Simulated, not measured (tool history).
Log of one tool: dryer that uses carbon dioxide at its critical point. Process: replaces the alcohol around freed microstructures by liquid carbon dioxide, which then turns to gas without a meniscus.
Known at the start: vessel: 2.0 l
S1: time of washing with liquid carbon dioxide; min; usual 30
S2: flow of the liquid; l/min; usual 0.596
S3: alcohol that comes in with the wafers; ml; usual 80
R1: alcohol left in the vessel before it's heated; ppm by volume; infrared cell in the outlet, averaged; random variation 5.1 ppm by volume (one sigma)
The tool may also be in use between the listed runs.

run	hour	S1	S2	S3	R1
1	0	30	0.596	80	125
2	68.3	30	0.905	80	50
3	115	30	0.905	80	54
4	171.8	30	0.905	80	55
5	235.9	30	0.596	80	178
6	264.7	30	0.543	80	263
7	310.6	30	0.543	80	276
8	344	30	0.596	80	200
9	388.1	30	0.596	80	206
10	452.2	30	0.596	80	230
11	488.4	30	0.596	80	240
12	547.4	30	0.596	80	251
13	576.9	30	0.596	80	267
# hour 605.7: inlet filter changed
# hour 628.7: purifier's bed changed
14	632.8	30	0.659	80	36
15	677.3	30	0.596	52	56
16	720.2	30	0.596	52	63
17	758.1	30	0.596	52	66
18	789.6	30	0.596	52	72
19	822.4	30	0.596	52	74
20	857.6	30	0.596	111	151
21	894.8	30	0.596	80	121
22	942.7	30	0.596	80	128
23	1013.4	30	0.596	80	149
24	1071.9	24	0.508	96	954
25	1120.9	21	0.59	41	419
26	1152.8	21	0.59	41	427
27	1212.6	21	0.59	41	455
28	1247.3	21	0.59	41	488
29	1308.5	41	0.659	20	65
30	1348.5	41	0.659	20	63
# hour 1389.6: inlet filter changed
31	1408.7	19	0.841	80	208
32	1466.7	19	0.841	80	212
33	1523.4	19	0.841	80	217
34	1561	46	0.547	80	82
35	1628.4	37	0.415	29	168
36	1660.3	35	0.62	24	96
37	1717.5	30	0.391	20	299
38	1747.7	30	0.506	20	171
39	1800.1	30	0.506	20	169
# hour 1834.9: purifier's bed changed
40	1844.2	30	0.506	20	74
41	1906	24	0.41	118	2581
42	1943.7	24	0.41	118	2642
43	1977.9	34	0.884	57	16
44	2043.9	25	0.437	80	1395
45	2096.5	19	0.431	92	3723
46	2166.5	30	0.509	85	439

The same runs without the tool's hidden state, with the same run-to-run variation:
The hidden state here: flow that reaches the vessel past the clogged filter, %; alcohol in the recycled carbon dioxide, ppm; drift of the gauge itself on alcohol_ppm, %.
run	R1
1	67
2	1
3	0
4	0
5	72
6	120
7	124
8	70
9	67
10	70
11	78
12	68
13	76
14	34
15	48
16	50
17	47
18	47
19	45
20	99
21	71
22	71
23	77
24	636
25	250
26	250
27	252
28	264
29	8
30	4
31	137
32	128
33	124
34	5
35	69
36	7
37	165
38	61
39	49
40	46
41	1833
42	1825
43	3
44	861
45	2522
46	188

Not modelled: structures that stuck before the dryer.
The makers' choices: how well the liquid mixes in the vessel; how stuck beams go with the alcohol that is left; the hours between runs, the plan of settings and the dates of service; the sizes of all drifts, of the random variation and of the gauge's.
